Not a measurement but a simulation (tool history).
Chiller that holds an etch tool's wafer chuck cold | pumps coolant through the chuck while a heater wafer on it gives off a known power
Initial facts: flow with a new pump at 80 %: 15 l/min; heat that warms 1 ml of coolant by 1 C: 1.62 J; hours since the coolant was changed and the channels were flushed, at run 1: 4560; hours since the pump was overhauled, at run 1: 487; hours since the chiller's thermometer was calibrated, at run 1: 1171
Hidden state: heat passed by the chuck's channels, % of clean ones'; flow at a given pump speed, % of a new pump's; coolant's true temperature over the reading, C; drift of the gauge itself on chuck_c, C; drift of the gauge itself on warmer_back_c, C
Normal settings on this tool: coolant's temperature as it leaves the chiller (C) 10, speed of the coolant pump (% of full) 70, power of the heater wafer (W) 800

run	hour	coolant's temperature as it leaves the chiller (C)	speed of the coolant pump (% of full)	power of the heater wafer (W)	hours since the coolant was changed and the channels were flushed	hours since the pump was overhauled	hours since the chiller's thermometer was calibrated	chuck's temperature once it has settled (C)	how much warmer the coolant comes back (C)
1	0.0	10	70	800	4560	487	1171	17.1	2.31
2	40.6	10	72	800	4601	528	1212	16.7	2.16
3	85.8	10	72	800	4646	573	1257	16.8	2.22
4	112.1	10	63	800	4672	599	1284	17.9	2.58
5	141.8	10	63	800	4702	629	1313	17.8	2.63
6	186.4	10	70	735	4747	673	1358	16.4	2.13
7	223.1	10	95	800	4783	710	1395	15.1	1.64
8	255.9	10	96	800	4816	743	1427	15.1	1.65
9	293.9	10	96	800	4854	781	1465	15.1	1.68
10	315.1	10	96	800	4875	802	1487	15.4	1.66
11	348.7	10	70	800	4909	836	1520	17.1	2.27
12	381.0	10	70	800	4941	868	1552	17.0	2.27
13	423.0	10	70	800	4983	910	1594	17.0	2.39
14	461.5	10	70	800	5022	949	1633	17.0	2.30
15	493.2	10	70	800	5054	980	1665	16.9	2.31
16	520.1	10	70	800	5080	1007	1692	17.1	2.31
17	556.2	10	70	800	5117	1043	1728	17.0	2.35
18	577.2	5	83	1168	5138	1064	1749	13.8	2.81

What does the tool deliver on the next run?
19	598.9	5	83	1168	5159	1086	1770	?	?

For run 19 the tool returned chuck's temperature once it has settled (C) 13.8, how much warmer the coolant comes back (C) 2.87.
The same run, on a tool lacking any hidden state, would have yielded chuck's temperature once it has settled (C) 13.1, how much warmer the coolant comes back (C) 2.83.

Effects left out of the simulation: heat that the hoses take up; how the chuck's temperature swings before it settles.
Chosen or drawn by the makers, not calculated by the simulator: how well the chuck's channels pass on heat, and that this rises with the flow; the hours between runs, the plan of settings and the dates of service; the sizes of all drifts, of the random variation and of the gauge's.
